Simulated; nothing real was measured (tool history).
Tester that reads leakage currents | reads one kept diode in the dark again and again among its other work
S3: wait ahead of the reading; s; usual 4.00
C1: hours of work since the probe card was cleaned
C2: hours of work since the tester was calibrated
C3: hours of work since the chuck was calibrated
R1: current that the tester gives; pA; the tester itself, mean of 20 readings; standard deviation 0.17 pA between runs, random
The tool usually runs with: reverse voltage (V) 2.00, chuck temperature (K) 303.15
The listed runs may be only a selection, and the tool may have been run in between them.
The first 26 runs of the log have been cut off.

Run 27, hour 723.9: usual settings but chuck temperature (K) 299.15, S3 3.70 s; C1 1320; C2 482; C3 1060. Result: R1 40.52 pA.
Run 28, hour 760.9: usual settings but reverse voltage (V) 4.24, S3 0.35 s; C1 1340; C2 503; C3 1081. Result: R1 87.99 pA.
Run 29, hour 801.6: usual settings but reverse voltage (V) 4.24, S3 0.35 s; C1 1363; C2 525; C3 1103. Result: R1 88.10 pA.
Run 30, hour 838.7: usual settings but reverse voltage (V) 19.57, chuck temperature (K) 307.15, S3 0.90 s; C1 1383; C2 546; C3 1124. Result: R1 281.31 pA.
Run 31, hour 858.0: usual settings but reverse voltage (V) 5.34, S3 1.24 s; C1 1394; C2 557; C3 1135. Result: R1 97.59 pA.
Run 32, hour 884.7: usual settings but reverse voltage (V) 5.34, S3 1.24 s; C1 1409; C2 571; C3 1149. Result: R1 97.91 pA.
Run 33, hour 925.7: usual settings but reverse voltage (V) 11.14; C1 1431; C2 594; C3 1172. Result: R1 147.88 pA.
Run 34, hour 956.5: usual settings but reverse voltage (V) 4.96, chuck temperature (K) 314.15, S3 0.81 s; C1 1448; C2 611; C3 1189. Result: R1 202.17 pA.
Run 35, hour 977.2: usual settings but reverse voltage (V) 4.96, chuck temperature (K) 314.15, S3 0.81 s; C1 1460; C2 623; C3 1201. Result: R1 201.23 pA.
Run 36, hour 1007.9: usual settings but reverse voltage (V) 3.97; C1 1477; C2 640; C3 1218. Result: R1 81.46 pA.
Run 37, hour 1031.9: usual settings but reverse voltage (V) 3.97; C1 1490; C2 653; C3 1231. Result: R1 81.28 pA.
Run 38, hour 1052.5: usual settings but reverse voltage (V) 6.41, chuck temperature (K) 322.15, S3 5.67 s; C1 1502; C2 664; C3 1242. Result: R1 395.17 pA.
Run 39, hour 1075.4: usual settings but reverse voltage (V) 3.41, S3 1.83 s; C1 1514; C2 677; C3 1255. Result: R1 74.70 pA.

Consider 3 possible next runs. They are alternatives, not a sequence: every one starts from the tool as it was left by run 39. What does each give?
Run A, hour 1093.7: usual settings but reverse voltage (V) 1.28, S3 0.35 s; C1 1524; C2 687; C3 1265. Result: R1 ?.
Run B, hour 1093.7: usual settings but reverse voltage (V) 2.43, chuck temperature (K) 324.15, S3 5.40 s; C1 1524; C2 687; C3 1265. Result: R1 ?.
Run C, hour 1093.7: usual settings but reverse voltage (V) 13.03; C1 1524; C2 687; C3 1265. Result: R1 ?.

run      R1
  A   43.30
  B  255.11
  C  163.07
What these runs would have given with no unlogged condition in the tool:
run      R1
  A   43.32
  B  255.35
  C  162.90
